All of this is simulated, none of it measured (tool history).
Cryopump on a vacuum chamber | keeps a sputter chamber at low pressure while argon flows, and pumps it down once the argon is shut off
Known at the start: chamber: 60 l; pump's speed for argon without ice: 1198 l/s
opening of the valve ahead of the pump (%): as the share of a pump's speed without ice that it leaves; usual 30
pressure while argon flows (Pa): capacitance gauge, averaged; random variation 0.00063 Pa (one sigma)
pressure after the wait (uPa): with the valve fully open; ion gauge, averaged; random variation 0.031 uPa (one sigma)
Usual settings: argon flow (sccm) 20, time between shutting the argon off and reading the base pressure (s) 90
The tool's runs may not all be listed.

run	hour	argon flow (sccm)	time between shutting the argon off and reading the base pressure (s)	opening of the valve ahead of the pump (%)	pressure while argon flows (Pa)	pressure after the wait (uPa)
1	0.0	20	90	30	0.0950	1.76
2	15.3	20	90	30	0.0960	1.76
3	35.4	20	90	30	0.0968	1.70
4	55.8	20	90	30	0.0955	1.72
5	79.3	20	90	38	0.0763	1.78
6	111.3	20	90	38	0.0766	1.84
7	141.0	28	90	38	0.1071	1.81
8	158.3	28	90	38	0.1071	1.75
9	184.7	28	90	38	0.1070	1.71
10	218.7	28	20	23	0.1749	6.63
11	233.9	9	27	39	0.0333	4.97

The next listed run, before its measurement:
12	252.8	9	27	39	?	?

{"run 12": {"pressure while argon flows (Pa)": 0.0343, "pressure after the wait (uPa)": 5.09}}
Without the tool's hidden state the same run would have given pressure while argon flows (Pa) 0.0329, pressure after the wait (uPa) 4.88.

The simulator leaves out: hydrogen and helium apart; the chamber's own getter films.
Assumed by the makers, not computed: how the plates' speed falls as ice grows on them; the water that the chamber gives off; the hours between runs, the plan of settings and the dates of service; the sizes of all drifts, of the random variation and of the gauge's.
